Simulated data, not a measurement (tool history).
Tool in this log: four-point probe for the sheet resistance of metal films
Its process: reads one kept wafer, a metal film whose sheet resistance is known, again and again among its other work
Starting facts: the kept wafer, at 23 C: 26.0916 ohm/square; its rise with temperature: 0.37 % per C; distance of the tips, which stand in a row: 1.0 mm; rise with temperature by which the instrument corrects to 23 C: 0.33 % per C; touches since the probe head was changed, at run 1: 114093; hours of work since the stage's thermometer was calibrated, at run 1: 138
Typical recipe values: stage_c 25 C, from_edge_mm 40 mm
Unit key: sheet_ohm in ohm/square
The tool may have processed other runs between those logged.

run     day  stage_c  from_edge_mm  touches since the probe head was changed  hours of work since the stage's thermometer was calibrated  sheet_ohm
  1       0       25            40                                    114093                                                         138  26.274085
  2   1.942       25            41                                    115643                                                         167  26.283363
  3   5.312       25            41                                    118331                                                         218  26.269356
  4   7.358       25            41                                    119963                                                         248  26.282285
  5   8.879       25            41                                    121176                                                         271  26.276683
  6  11.154       22            40                                    122993                                                         305  26.244375
  7  13.688       22            40                                    125014                                                         343  26.246839
  8  16.838       22            40                                    127525                                                         391  26.244366
  9   18.85       22            40                                    129131                                                         421  26.249824
 10  21.158       22            40                                    130973                                                         455  26.242211
 11  23.392       22             8                                    132755                                                         489  26.456194
 12   25.55       22             8                                    134475                                                         521   26.45327
 13  27.342       22             8                                    135905                                                         548  26.455176
 14  28.896       22             8                                    137147                                                         572  26.459292
 15  32.192       25            40                                    139774                                                         621   26.28352
 16  35.208       25             6                                    142183                                                         666  26.659172
 17  37.046       25             6                                    143648                                                         694  26.668696
 18  38.908       23            14                                    145133                                                         722  26.328922
 19  40.692       23            14                                    146555                                                         749  26.327121
     40.867  -- stage's thermometer calibrated
 20  43.754       24            31                                    148983                                                          43  26.274272
 21  46.575       27             4                                    151235                                                          86  27.155836
 22  49.438       27             4                                    153517                                                         129  27.152551
 23  51.562       27             4                                    155212                                                         161  27.155588
 24  53.462       27             4                                    156729                                                         189  27.168216
 25  56.746       19            11                                    159348                                                         238  26.332423
     57.625  -- stage's thermometer calibrated, once more
 26  59.304       21            40                                    161371                                                          25  26.277523
 27  61.758       21            24                                    163331                                                          62  26.290902
 28  65.104       28            71                                    166000                                                         112  26.356142
 29  68.288       28            71                                    168538                                                         160  26.363831
 30    70.3       26            71                                    170144                                                         190   26.32579
 31  72.412       26            71                                    171828                                                         222  26.324505
 32  74.275       18            40                                    173314                                                         250  26.238387
 33  77.062       34            23                                    175538                                                         292  26.442863
 34  79.271       34            18                                    177302                                                         325  26.466465

Run by run, hidden condition taken away, random variation retained:
Hidden state at play: inner tips' distance over the nominal, %; tips' flats over new ones', %; wafer's true temperature over the reading, C; drift of the gauge itself on sheet_ohm, %.
run  sheet_ohm
  1  26.122551
  2  26.131117
  3   26.11608
  4  26.128307
  5  26.122318
  6  26.089464
  7  26.091064
  8  26.087391
  9   26.09198
 10  26.083703
 11  26.295873
 12  26.292256
 13  26.293465
 14  26.297016
 15  26.121061
 16  26.493576
 17  26.502383
 18  26.164035
 19  26.161601
 20  26.114198
 21    26.9897
 22   26.98545
 23  26.987712
 24  26.999562
 25  26.168072
 26  26.079974
 27  26.092462
 28  26.156283
 29  26.162757
 30  26.124413
 31  26.122369
 32  26.036252
 33  26.238425
 34  26.261167

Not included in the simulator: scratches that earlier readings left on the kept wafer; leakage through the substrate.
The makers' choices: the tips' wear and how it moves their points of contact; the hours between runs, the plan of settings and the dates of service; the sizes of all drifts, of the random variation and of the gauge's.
